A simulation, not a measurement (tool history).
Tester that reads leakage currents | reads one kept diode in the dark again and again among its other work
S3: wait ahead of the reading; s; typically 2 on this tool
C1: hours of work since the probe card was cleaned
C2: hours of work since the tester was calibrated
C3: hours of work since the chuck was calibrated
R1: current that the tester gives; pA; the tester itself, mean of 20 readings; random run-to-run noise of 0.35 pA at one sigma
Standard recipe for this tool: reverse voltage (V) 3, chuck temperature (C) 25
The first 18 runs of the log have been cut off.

Run 19, hour 441.3: usual settings but reverse voltage (V) 2.58, chuck temperature (C) 27, S3 7.46 s; C1 2460; C2 539; C3 1151. Result: R1 145.72 pA.
Run 20, hour 455.3: usual settings but S3 0.38 s; C1 2467; C2 546; C3 1159. Result: R1 135.47 pA.
Run 21, hour 481.8: usual settings; C1 2481; C2 560; C3 1173. Result: R1 134.78 pA.
Run 22, hour 505.6: usual settings but reverse voltage (V) 1.66, chuck temperature (C) 24, S3 0.62 s; C1 2494; C2 573; C3 1185. Result: R1 96.05 pA.
At hour 522.9: probe card cleaned and baked.
Run 23, hour 526.5: usual settings but reverse voltage (V) 1.66, chuck temperature (C) 24, S3 0.62 s; C1 2; C2 582; C3 1195. Result: R1 92.07 pA.
Run 24, hour 554.2: usual settings but reverse voltage (V) 11.38, chuck temperature (C) 50, S3 6.28 s; C1 17; C2 597; C3 1209. Result: R1 1447.42 pA.
Run 25, hour 580: usual settings but reverse voltage (V) 1.95, chuck temperature (C) 21, S3 1.15 s; C1 30; C2 611; C3 1223. Result: R1 76.39 pA.
Run 26, hour 612.7: usual settings but reverse voltage (V) 7.35, chuck temperature (C) 21, S3 9.57 s; C1 47; C2 628; C3 1240. Result: R1 130.79 pA.
Run 27, hour 632.2: usual settings but reverse voltage (V) 1.44; C1 58; C2 638; C3 1250. Result: R1 93.73 pA.
Run 28, hour 663: usual settings but S3 0.89 s; C1 74; C2 654; C3 1267. Result: R1 127.07 pA.
Run 29, hour 686.8: usual settings but reverse voltage (V) 2.19, chuck temperature (C) 44, S3 0.89 s; C1 87; C2 667; C3 1279. Result: R1 484.75 pA.
Run 30, hour 708.8: usual settings but reverse voltage (V) 5.55; C1 98; C2 679; C3 1291. Result: R1 163.23 pA.

Forecast each of these 4 alternatives for the next run:
Run A, hour 737.4: usual settings but reverse voltage (V) 12.13, chuck temperature (C) 47, S3 0.35 s; C1 113; C2 694; C3 1306. Result: R1 ?.
Run B, hour 737.4: usual settings but reverse voltage (V) 5.55, chuck temperature (C) 34, S3 0.57 s; C1 113; C2 694; C3 1306. Result: R1 ?.
Run C, hour 737.4: usual settings but reverse voltage (V) 1.29, chuck temperature (C) 26, S3 8.53 s; C1 113; C2 694; C3 1306. Result: R1 ?.
Run D, hour 737.4: usual settings but reverse voltage (V) 5.55, chuck temperature (C) 51, S3 9.31 s; C1 113; C2 694; C3 1306. Result: R1 ?.

run       R1
  A  1215.75
  B   337.13
  C    98.37
  D  1167.41
What these runs would have given with no unlogged condition in the tool:
run       R1
  A  1109.85
  B   305.18
  C    88.58
  D  1068.23

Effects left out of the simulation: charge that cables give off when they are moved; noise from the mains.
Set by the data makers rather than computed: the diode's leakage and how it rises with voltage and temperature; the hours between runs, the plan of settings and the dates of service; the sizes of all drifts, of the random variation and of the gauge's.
